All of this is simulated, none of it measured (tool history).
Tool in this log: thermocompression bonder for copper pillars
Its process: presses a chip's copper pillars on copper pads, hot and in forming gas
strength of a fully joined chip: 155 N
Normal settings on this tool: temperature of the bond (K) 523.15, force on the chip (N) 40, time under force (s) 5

run	hour	temperature of the bond (K)	force on the chip (N)	time under force (s)	force that shears a chip off (N)
1	0	523.15	40	5	60.4
2	66.8	523.15	40	5	58.4
3	106.6	533.15	40	5	63.7
4	140.1	523.15	40	5	58.2
5	173.4	523.15	57	5	76.5
6	223.4	523.15	57	5	75.1
7	272.4	523.15	40	5	57.7
8	312.2	523.15	40	5	56.5
9	345.4	523.15	40	5	55
# hour 378.9: forming gas filter changed
10	385.6	523.15	40	5	58.8
11	448.6	523.15	40	5	58.6
12	502.1	523.15	40	5	59.1
13	545.6	532.15	40	5	63.5
14	609.7	532.15	40	5	62.2
15	658.9	532.15	40	5	62.7
16	710.1	532.15	40	5	60.1
17	765.3	532.15	40	5	60.2
18	806.9	532.15	40	5	59.3
19	851.8	532.15	40	5	59.2
# hour 870.6: forming gas filter changed
20	905.6	532.15	40	5	62.5
21	933.3	544.15	36	10	81.4
22	968.1	512.15	36	10	60.3
23	1003.9	512.15	36	10	58.6
# hour 1053.7: heater calibrated with a thermocouple chip
24	1055.6	501.15	47	7	60.1
25	1121.4	516.15	27	3	31.3
26	1178.4	516.15	27	3	29.8
27	1219.9	516.15	30	3	33.3
28	1282.3	507.15	60	5	64
29	1347.8	507.15	60	5	64.3
# hour 1365.5: forming gas filter changed
30	1397.7	523.15	39	3	46.7
31	1446	515.15	26	3	30.4
32	1513.4	548.15	40	13	98.6
33	1576	523.15	44	6	65.1
34	1625.2	543.15	34	12	82.8
35	1674.8	546.15	34	5	61.4
36	1707.9	546.15	34	5	62
37	1753.5	546.15	34	5	62.2

What if the next run were any one of these 4? Each begins from the tool's condition after run 37:
# hour 1775.8: force cell calibrated
A	1818.4	545.15	34	5	?
# hour 1775.8: force cell calibrated
B	1818.4	540.15	40	5	?
# hour 1775.8: force cell calibrated
C	1818.4	523.15	35	3	?
# hour 1775.8: force cell calibrated
D	1818.4	523.15	33	10	?

run	force that shears a chip off (N)
A	63.1
B	68.7
C	42.1
D	64.7
Take away the tool's hidden state, keep each run's random variation, and the runs would have read:
run	force that shears a chip off (N)
A	71.1
B	77.3
C	48
D	73.3
